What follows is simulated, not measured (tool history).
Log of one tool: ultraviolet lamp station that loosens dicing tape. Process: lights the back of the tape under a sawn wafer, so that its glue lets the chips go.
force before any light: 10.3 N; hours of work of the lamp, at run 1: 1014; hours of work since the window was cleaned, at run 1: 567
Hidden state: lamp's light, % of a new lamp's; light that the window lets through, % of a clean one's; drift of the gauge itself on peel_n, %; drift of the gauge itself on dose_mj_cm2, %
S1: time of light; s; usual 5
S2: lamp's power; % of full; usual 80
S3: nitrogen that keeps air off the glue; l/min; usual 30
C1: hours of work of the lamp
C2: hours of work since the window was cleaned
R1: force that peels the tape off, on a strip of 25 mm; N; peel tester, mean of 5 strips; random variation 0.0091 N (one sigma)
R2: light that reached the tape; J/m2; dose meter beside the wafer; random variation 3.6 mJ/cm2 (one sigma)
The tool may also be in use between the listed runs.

run 1 hour=0.0 | S1=5 S2=80 S3=30 | C1=1014 C2=567 | R1=1.130 R2=3890
run 2 hour=54.7 | S1=5 S2=81 S3=30 | C1=1046 C2=599 | R1=1.089 R2=3840
run 3 hour=82.7 | S1=5 S2=81 S3=30 | C1=1063 C2=615 | R1=1.195 R2=3850
-- hour=100.0 window cleaned of glue's vapour
run 4 hour=119.7 | S1=5 S2=81 S3=30 | C1=1084 C2=12 | R1=1.194 R2=3720
run 5 hour=166.0 | S1=5 S2=81 S3=30 | C1=1111 C2=39 | R1=1.290 R2=3640
run 6 hour=214.7 | S1=5 S2=88 S3=30 | C1=1139 C2=67 | R1=1.049 R2=3860
run 7 hour=276.5 | S1=5 S2=88 S3=30 | C1=1175 C2=103 | R1=1.146 R2=3870
run 8 hour=312.6 | S1=5 S2=88 S3=30 | C1=1196 C2=124 | R1=1.151 R2=3780
run 9 hour=343.6 | S1=5 S2=88 S3=30 | C1=1214 C2=142 | R1=1.205 R2=3750
run 10 hour=395.4 | S1=5 S2=80 S3=30 | C1=1245 C2=172 | R1=1.443 R2=3350
run 11 hour=431.6 | S1=5 S2=80 S3=30 | C1=1266 C2=193 | R1=1.558 R2=3310
-- hour=449.1 window cleaned of glue's vapour, once more
run 12 hour=476.3 | S1=5 S2=80 S3=30 | C1=1292 C2=16 | R1=1.051 R2=3910
run 13 hour=531.9 | S1=5 S2=80 S3=54 | C1=1324 C2=48 | R1=0.800 R2=3840
run 14 hour=564.3 | S1=5 S2=80 S3=54 | C1=1343 C2=67 | R1=0.836 R2=3820
run 15 hour=613.0 | S1=5 S2=80 S3=54 | C1=1371 C2=96 | R1=0.847 R2=3800
run 16 hour=641.0 | S1=5 S2=80 S3=54 | C1=1388 C2=112 | R1=0.861 R2=3660
run 17 hour=680.0 | S1=5 S2=80 S3=54 | C1=1410 C2=135 | R1=0.930 R2=3710
run 18 hour=710.2 | S1=5 S2=80 S3=43 | C1=1428 C2=152 | R1=1.062 R2=3640
-- hour=738.3 lamp changed
run 19 hour=764.5 | S1=9 S2=88 S3=30 | C1=15 C2=183 | R1=0.066 R2=11210
run 20 hour=820.9 | S1=2 S2=95 S3=13 | C1=48 C2=216 | R1=3.136 R2=2650
run 21 hour=864.3 | S1=2 S2=95 S3=13 | C1=74 C2=242 | R1=3.320 R2=2590
run 22 hour=905.5 | S1=7 S2=82 S3=30 | C1=98 C2=266 | R1=0.155 R2=7700
run 23 hour=947.8 | S1=7 S2=80 S3=30 | C1=122 C2=290 | R1=0.185 R2=7540
run 24 hour=1001.9 | S1=5 S2=65 S3=53 | C1=154 C2=322 | R1=0.634 R2=4280
run 25 hour=1062.0 | S1=5 S2=71 S3=30 | C1=189 C2=357 | R1=0.769 R2=4650
run 26 hour=1118.9 | S1=5 S2=96 S3=30 | C1=222 C2=390 | R1=0.312 R2=6130
run 27 hour=1156.7 | S1=5 S2=96 S3=30 | C1=244 C2=412 | R1=0.341 R2=6050
run 28 hour=1199.6 | S1=9 S2=66 S3=46 | C1=269 C2=437 | R1=0.134 R2=7390
run 29 hour=1239.7 | S1=9 S2=66 S3=46 | C1=292 C2=460 | R1=0.141 R2=7340
run 30 hour=1301.4 | S1=3 S2=66 S3=46 | C1=328 C2=496 | R1=2.232 R2=2390
run 31 hour=1352.2 | S1=3 S2=66 S3=46 | C1=358 C2=526 | R1=2.320 R2=2350
run 32 hour=1404.6 | S1=4 S2=91 S3=46 | C1=389 C2=557 | R1=0.660 R2=4360

How the hidden state differs across the entries between the runs, from the last listed run before each to the first after it:
Between runs 3 and 4: window cleaned of glue's vapour (hour 100.0)
  lamp's light, % of a new lamp's: 72.7 -> 72.2; light that the window lets through, % of a clean one's: 88.3 -> 86.2
  measured less the result without the state, R1: +0.808 -> +0.837 N; R2: -2130 -> -2240 J/m2
Between runs 11 and 12: window cleaned of glue's vapour, once more (hour 449.1)
  lamp's light, % of a new lamp's: 67.6 -> 67; light that the window lets through, % of a clean one's: 83 -> 99.6
  measured less the result without the state, R1: +1.180 -> +0.685 N; R2: -2580 -> -1950 J/m2
Between runs 18 and 19: lamp changed (hour 738.3)
  lamp's light, % of a new lamp's: 63.7 -> 98.8; light that the window lets through, % of a clean one's: 97.1 -> 96.6
  measured less the result without the state, R1: +0.769 -> +0.004 N; R2: -2240 -> -540 J/m2
